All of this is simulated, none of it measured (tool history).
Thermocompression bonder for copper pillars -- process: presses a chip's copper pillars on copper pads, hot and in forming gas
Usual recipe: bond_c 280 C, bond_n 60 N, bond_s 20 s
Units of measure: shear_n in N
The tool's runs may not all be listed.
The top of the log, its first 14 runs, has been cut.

run	day	bond_c	bond_n	bond_s	shear_n
15	18.633	280	60	20	95.0
16	19.867	280	60	20	94.4
17	21.283	280	60	20	92.9
18	22.021	280	60	20	93.4
# day 22.600: forming gas filter changed
19	23.438	280	60	20	94.4
# day 23.867: heater calibrated with a thermocouple chip
20	24.712	280	66	20	106.1
21	25.825	280	45	47	117.7
# day 26.012: force cell calibrated
22	27.525	280	45	47	117.5
23	28.796	278	60	35	117.0
24	29.979	285	66	35	124.1
25	31.479	260	42	19	70.9
# day 32.300: force cell calibrated, once more
26	33.154	260	42	19	70.0
27	34.833	260	63	33	96.1
28	36.038	271	66	12	79.6
29	36.988	271	66	12	80.2
30	37.908	271	66	12	81.4
31	39.221	307	40	23	110.6
32	40.783	307	40	23	110.9
33	41.554	280	60	13	85.3
34	42.821	273	40	16	72.5
35	43.725	292	62	13	98.6
36	45.075	292	72	10	95.5
37	46.750	292	72	13	102.2
38	48.092	280	43	55	113.5
39	48.817	254	60	48	97.0

4 options for the next run, each taken on its own from the tool as it stands now. Forecast them:
A	50.350	280	60	35	?
B	50.350	280	56	20	?
C	50.350	254	66	48	?
D	50.350	307	64	20	?

run	shear_n
A	113.4
B	95.0
C	99.6
D	122.2
With no hidden state in the tool, these same runs would have given:
run	shear_n
A	119.5
B	100.9
C	106.1
D	127.9
